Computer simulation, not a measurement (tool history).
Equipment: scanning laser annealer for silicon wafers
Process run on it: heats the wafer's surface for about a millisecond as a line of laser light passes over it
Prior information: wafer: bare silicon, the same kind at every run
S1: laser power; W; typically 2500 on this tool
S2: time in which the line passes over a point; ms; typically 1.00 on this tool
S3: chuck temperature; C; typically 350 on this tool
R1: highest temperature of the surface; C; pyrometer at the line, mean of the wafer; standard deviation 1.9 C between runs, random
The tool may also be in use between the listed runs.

run	hour	S1	S2	S3	R1
1	0.0	2500	1.00	350	1139
2	10.6	2500	1.00	350	1141
3	24.6	2143	1.00	350	1018
4	45.3	2143	1.00	350	1017
5	57.4	2143	1.00	350	1020
6	70.6	2143	1.00	350	1018
7	81.8	2500	1.00	350	1136
8	91.0	2500	0.91	350	1110
9	107.8	2500	0.91	350	1101
10	119.1	2500	1.00	327	1113
11	135.8	2500	1.00	350	1133
12	155.8	2500	1.00	350	1135
13	168.2	2500	1.00	350	1135
14	183.8	2159	0.90	354	992
15	193.6	2355	1.15	342	1127
16	207.1	2355	1.15	342	1121

Run 17, settings as shown, results not yet in. Your forecast:
# hour 211.6: laser's power meter calibrated
17	223.3	2234	1.00	350	?

R1: 1043 C
Minus the tool's unlogged condition, the same run would have read R1 1074 C.

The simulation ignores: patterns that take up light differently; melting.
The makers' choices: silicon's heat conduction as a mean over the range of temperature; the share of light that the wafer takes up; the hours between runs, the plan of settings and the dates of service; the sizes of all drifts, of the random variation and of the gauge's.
